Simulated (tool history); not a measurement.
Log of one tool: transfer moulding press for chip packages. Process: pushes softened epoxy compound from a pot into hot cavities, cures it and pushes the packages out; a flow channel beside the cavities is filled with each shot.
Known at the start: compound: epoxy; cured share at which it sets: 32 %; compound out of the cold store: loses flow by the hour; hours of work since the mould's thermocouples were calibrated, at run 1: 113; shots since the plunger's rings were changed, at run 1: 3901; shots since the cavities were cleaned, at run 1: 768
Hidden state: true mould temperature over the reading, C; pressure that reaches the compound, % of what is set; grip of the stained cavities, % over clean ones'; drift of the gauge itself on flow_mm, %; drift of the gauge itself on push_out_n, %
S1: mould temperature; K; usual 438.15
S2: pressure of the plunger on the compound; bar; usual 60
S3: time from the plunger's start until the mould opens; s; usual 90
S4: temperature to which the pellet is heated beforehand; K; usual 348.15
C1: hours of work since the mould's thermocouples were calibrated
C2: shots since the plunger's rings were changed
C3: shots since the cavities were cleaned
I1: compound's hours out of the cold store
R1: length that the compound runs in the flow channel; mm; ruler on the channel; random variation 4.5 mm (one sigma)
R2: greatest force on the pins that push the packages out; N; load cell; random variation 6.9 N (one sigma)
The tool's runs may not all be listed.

run 1 hour=0 | S1=438.15 S2=60 S3=90 S4=348.15 | C1=113 C2=3901 C3=768 | I1=25.8 | R1=719 R2=287
-- hour=17.9 cavities cleaned with cleaning compound and waxed
run 2 hour=48.3 | S1=438.15 S2=60 S3=90 S4=348.15 | C1=140 C2=4419 C3=336 | I1=12.7 | R1=773 R2=298
-- hour=105.1 cavities cleaned with cleaning compound and waxed
run 3 hour=111 | S1=438.15 S2=60 S3=90 S4=348.15 | C1=174 C2=5096 C3=65 | I1=15.7 | R1=767 R2=309
run 4 hour=158.9 | S1=438.15 S2=60 S3=90 S4=348.15 | C1=201 C2=5626 C3=595 | I1=11.1 | R1=781 R2=294
-- hour=191 cavities cleaned with cleaning compound and waxed
run 5 hour=199.3 | S1=438.15 S2=60 S3=90 S4=348.15 | C1=223 C2=6056 C3=93 | I1=42.1 | R1=684 R2=286
run 6 hour=247.6 | S1=438.15 S2=60 S3=90 S4=348.15 | C1=251 C2=6590 C3=627 | I1=14.6 | R1=772 R2=296
-- hour=255.8 plunger's sealing rings changed
-- hour=278.9 cavities cleaned with cleaning compound and waxed
run 7 hour=291.9 | S1=438.15 S2=60 S3=90 S4=348.15 | C1=273 C2=382 C3=144 | I1=41.8 | R1=688 R2=293
run 8 hour=338 | S1=438.15 S2=48.8 S3=90 S4=348.15 | C1=299 C2=892 C3=654 | I1=29.7 | R1=642 R2=288
-- hour=366.9 cavities cleaned with cleaning compound and waxed
run 9 hour=380.4 | S1=438.15 S2=60 S3=90 S4=355.15 | C1=322 C2=1345 C3=150 | I1=47.3 | R1=661 R2=294
run 10 hour=441.7 | S1=434.15 S2=69.6 S3=86 S4=345.15 | C1=357 C2=2022 C3=827 | I1=30.8 | R1=781 R2=397
-- hour=455 cavities cleaned with cleaning compound and waxed
run 11 hour=497.5 | S1=440.15 S2=63.7 S3=80 S4=357.15 | C1=388 C2=2623 C3=470 | I1=26 | R1=737 R2=309
run 12 hour=531.6 | S1=438.15 S2=60 S3=76 S4=348.15 | C1=407 C2=3000 C3=847 | I1=31.4 | R1=714 R2=356

3 ways to go on from here, each from the tool as it stands after run 12. What would each give?
-- hour=546.8 cavities cleaned with cleaning compound and waxed
-- hour=576.5 mould's thermocouples calibrated
run A hour=576.5 | S1=446.15 S2=49.2 S3=76 S4=348.15 | C1=0 C2=3457 C3=306 | I1=19.7 | R1=? R2=?
-- hour=546.8 cavities cleaned with cleaning compound and waxed
-- hour=576.5 mould's thermocouples calibrated
run B hour=576.5 | S1=438.15 S2=60 S3=117 S4=348.15 | C1=0 C2=3457 C3=306 | I1=37.4 | R1=? R2=?
-- hour=546.8 cavities cleaned with cleaning compound and waxed
-- hour=576.5 mould's thermocouples calibrated
run C hour=576.5 | S1=442.15 S2=60 S3=90 S4=348.15 | C1=0 C2=3457 C3=306 | I1=12.4 | R1=? R2=?

run=A R1=666 R2=260
run=B R1=698 R2=249
run=C R1=774 R2=255
Without the tool's hidden state the same runs would have given:
run=A R1=666 R2=259
run=B R1=698 R2=248
run=C R1=774 R2=254

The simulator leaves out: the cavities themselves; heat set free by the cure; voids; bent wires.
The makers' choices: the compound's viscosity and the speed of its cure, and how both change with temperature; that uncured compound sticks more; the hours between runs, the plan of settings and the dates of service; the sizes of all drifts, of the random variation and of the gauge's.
